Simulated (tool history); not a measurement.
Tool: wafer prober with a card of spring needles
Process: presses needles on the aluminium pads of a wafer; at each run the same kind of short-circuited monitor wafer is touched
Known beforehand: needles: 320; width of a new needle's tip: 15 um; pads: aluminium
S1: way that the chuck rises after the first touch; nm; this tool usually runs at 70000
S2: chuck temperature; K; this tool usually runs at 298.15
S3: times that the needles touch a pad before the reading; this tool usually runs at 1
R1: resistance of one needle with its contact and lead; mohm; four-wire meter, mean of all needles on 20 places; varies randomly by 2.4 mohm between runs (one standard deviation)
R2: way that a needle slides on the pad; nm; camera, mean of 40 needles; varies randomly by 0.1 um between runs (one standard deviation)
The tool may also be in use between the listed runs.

| run | day | S1 | S2 | S3 | R1 | R2 |
|---|---|---|---|---|---|---|
| 1 | 0.000 | 70000 | 298.15 | 1 | 287 | 16560 |
|  | 0.271 | tips cleaned on abrasive film |
|  | 0.542 | tips cleaned on abrasive film |
|  | 0.762 | tips cleaned on abrasive film |
|  | 0.983 | tips cleaned on abrasive film |
| 2 | 1.033 | 70000 | 298.15 | 1 | 299 | 16430 |
|  | 1.250 | tips cleaned on abrasive film |
|  | 1.471 | tips cleaned on abrasive film |
|  | 1.742 | tips cleaned on abrasive film |
|  | 2.017 | tips cleaned on abrasive film |
|  | 2.233 | tips cleaned on abrasive film |
| 3 | 2.350 | 51000 | 298.15 | 1 | 392 | 11580 |
|  | 2.462 | tips cleaned on abrasive film |
|  | 2.583 | height of the first contact set anew |
|  | 2.696 | tips cleaned on abrasive film |
|  | 2.912 | tips cleaned on abrasive film |
|  | 3.188 | tips cleaned on abrasive film |
|  | 3.404 | tips cleaned on abrasive film |
| 4 | 3.479 | 51000 | 298.15 | 1 | 349 | 12610 |
|  | 3.642 | tips cleaned on abrasive film |
|  | 3.862 | tips cleaned on abrasive film |
|  | 4.079 | tips cleaned on abrasive film |
|  | 4.354 | tips cleaned on abrasive film |
| 5 | 4.454 | 70000 | 298.15 | 1 | 335 | 17180 |
|  | 4.621 | tips cleaned on abrasive film |
|  | 4.838 | tips cleaned on abrasive film |
|  | 5.112 | tips cleaned on abrasive film |
|  | 5.329 | tips cleaned on abrasive film |
| 6 | 5.408 | 70000 | 298.15 | 1 | 318 | 16980 |
|  | 5.575 | tips cleaned on abrasive film |
|  | 5.846 | tips cleaned on abrasive film |
|  | 6.067 | tips cleaned on abrasive film |
|  | 6.338 | tips cleaned on abrasive film |
|  | 6.558 | tips cleaned on abrasive film |
| 7 | 6.712 | 52000 | 298.15 | 1 | 399 | 12610 |
|  | 6.821 | tips cleaned on abrasive film |
|  | 7.042 | tips cleaned on abrasive film |
|  | 7.542 | card fitted with new needles |
|  | 7.758 | tips cleaned on abrasive film |
|  | 7.979 | tips cleaned on abrasive film |
|  | 8.200 | tips cleaned on abrasive film |
|  | 8.417 | tips cleaned on abrasive film |
| 8 | 8.454 | 52000 | 298.15 | 1 | 303 | 12840 |
|  | 8.671 | tips cleaned on abrasive film |
|  | 8.946 | tips cleaned on abrasive film |
|  | 9.217 | tips cleaned on abrasive film |
| 9 | 9.250 | 52000 | 298.15 | 1 | 293 | 12660 |
|  | 9.467 | tips cleaned on abrasive film |
|  | 9.742 | tips cleaned on abrasive film |
|  | 10.012 | tips cleaned on abrasive film |
|  | 10.233 | tips cleaned on abrasive film |
| 10 | 10.438 | 52000 | 298.15 | 1 | 367 | 12570 |
|  | 10.496 | tips cleaned on abrasive film |
|  | 10.717 | tips cleaned on abrasive film |
|  | 10.933 | tips cleaned on abrasive film |
|  | 11.154 | tips cleaned on abrasive film |
|  | 11.425 | tips cleaned on abrasive film |
| 11 | 11.625 | 52000 | 298.15 | 1 | 365 | 12630 |
|  | 11.683 | tips cleaned on abrasive film |
|  | 11.900 | tips cleaned on abrasive film |
|  | 12.121 | tips cleaned on abrasive film |
|  | 12.392 | tips cleaned on abrasive film |
| 12 | 12.500 | 68000 | 298.15 | 1 | 305 | 16550 |
|  | 12.612 | tips cleaned on abrasive film |
|  | 12.883 | tips cleaned on abrasive film |
|  | 13.104 | tips cleaned on abrasive film |
|  | 13.321 | tips cleaned on abrasive film |
|  | 13.596 | tips cleaned on abrasive film |
| 13 | 13.771 | 77000 | 305.15 | 2 | 300 | 18420 |
|  | 13.829 | tips cleaned on abrasive film |
|  | 14.046 | tips cleaned on abrasive film |
|  | 14.317 | tips cleaned on abrasive film |
|  | 14.538 | tips cleaned on abrasive film |
|  | 14.808 | tips cleaned on abrasive film |
| 14 | 14.896 | 61000 | 337.15 | 1 | 322 | 14560 |
|  | 15.062 | tips cleaned on abrasive film |
|  | 15.333 | tips cleaned on abrasive film |
|  | 15.608 | tips cleaned on abrasive film |
| 15 | 15.700 | 61000 | 337.15 | 1 | 320 | 14400 |
|  | 15.867 | tips cleaned on abrasive film |
|  | 16.083 | tips cleaned on abrasive film |
|  | 16.304 | tips cleaned on abrasive film |
| 16 | 16.438 | 59000 | 335.15 | 2 | 322 | 13860 |
|  | 16.546 | tips cleaned on abrasive film |
|  | 16.767 | tips cleaned on abrasive film |
|  | 16.983 | tips cleaned on abrasive film |
|  | 17.258 | tips cleaned on abrasive film |
|  | 17.500 | tips cleaned on abrasive film |
| 17 | 17.500 | 70000 | 346.15 | 3 | 293 | 16430 |
|  | 17.771 | tips cleaned on abrasive film |
|  | 17.992 | tips cleaned on abrasive film |
| 18 | 18.042 | 77000 | 304.15 | 2 | 283 | 18170 |
|  | 18.262 | tips cleaned on abrasive film |
|  | 18.533 | tips cleaned on abrasive film |
| 19 | 18.592 | 77000 | 304.15 | 2 | 286 | 18210 |
|  | 18.758 | tips cleaned on abrasive film |
|  | 18.979 | tips cleaned on abrasive film |
|  | 19.250 | tips cleaned on abrasive film |
|  | 19.521 | tips cleaned on abrasive film |
|  | 19.588 | height of the first contact set anew |
|  | 19.808 | tips cleaned on abrasive film |
| 20 | 19.833 | 77000 | 359.15 | 3 | 300 | 19010 |
|  | 20.054 | tips cleaned on abrasive film |
|  | 20.325 | tips cleaned on abrasive film |
|  | 20.600 | tips cleaned on abrasive film |
|  | 20.871 | tips cleaned on abrasive film |
| 21 | 21.071 | 61000 | 298.15 | 1 | 344 | 15010 |
|  | 21.129 | tips cleaned on abrasive film |
|  | 21.346 | tips cleaned on abrasive film |
|  | 21.567 | tips cleaned on abrasive film |
|  | 21.788 | tips cleaned on abrasive film |
|  | 22.004 | tips cleaned on abrasive film |
|  | 22.225 | tips cleaned on abrasive film |
| 22 | 22.292 | 55000 | 313.15 | 1 | 316 | 13270 |
|  | 22.454 | tips cleaned on abrasive film |
|  | 22.675 | tips cleaned on abrasive film |
|  | 22.892 | tips cleaned on abrasive film |
| 23 | 23.017 | 60000 | 302.15 | 1 | 326 | 14570 |
|  | 23.129 | tips cleaned on abrasive film |
|  | 23.350 | tips cleaned on abrasive film |
|  | 23.567 | tips cleaned on abrasive film |
| 24 | 23.633 | 60000 | 302.15 | 1 | 311 | 14330 |

Forecast each of these 5 alternatives for the next run:
|  | 23.796 | tips cleaned on abrasive film |
|  | 24.017 | tips cleaned on abrasive film |
|  | 24.288 | tips cleaned on abrasive film |
|  | 24.562 | tips cleaned on abrasive film |
|  | 24.779 | tips cleaned on abrasive film |
| A | 24.800 | 78000 | 298.15 | 1 | ? | ? |
|  | 23.796 | tips cleaned on abrasive film |
|  | 24.017 | tips cleaned on abrasive film |
|  | 24.288 | tips cleaned on abrasive film |
|  | 24.562 | tips cleaned on abrasive film |
|  | 24.779 | tips cleaned on abrasive film |
| B | 24.800 | 70000 | 298.15 | 2 | ? | ? |
|  | 23.796 | tips cleaned on abrasive film |
|  | 24.017 | tips cleaned on abrasive film |
|  | 24.288 | tips cleaned on abrasive film |
|  | 24.562 | tips cleaned on abrasive film |
|  | 24.779 | tips cleaned on abrasive film |
| C | 24.800 | 53000 | 302.15 | 1 | ? | ? |
|  | 23.796 | tips cleaned on abrasive film |
|  | 24.017 | tips cleaned on abrasive film |
|  | 24.288 | tips cleaned on abrasive film |
|  | 24.562 | tips cleaned on abrasive film |
|  | 24.779 | tips cleaned on abrasive film |
| D | 24.800 | 63000 | 365.15 | 1 | ? | ? |
|  | 23.796 | tips cleaned on abrasive film |
|  | 24.017 | tips cleaned on abrasive film |
|  | 24.288 | tips cleaned on abrasive film |
|  | 24.562 | tips cleaned on abrasive film |
|  | 24.779 | tips cleaned on abrasive film |
| E | 24.800 | 54000 | 312.15 | 2 | ? | ? |

| run | R1 | R2 |
|---|---|---|
| A | 279 | 18790 |
| B | 282 | 16850 |
| C | 304 | 12640 |
| D | 312 | 15190 |
| E | 296 | 12820 |
Stripped of hidden state, with their random variation kept, the same runs would have yielded:
| run | R1 | R2 |
|---|---|---|
| A | 268 | 19290 |
| B | 273 | 17360 |
| C | 283 | 13140 |
| D | 298 | 15690 |
| E | 283 | 13310 |
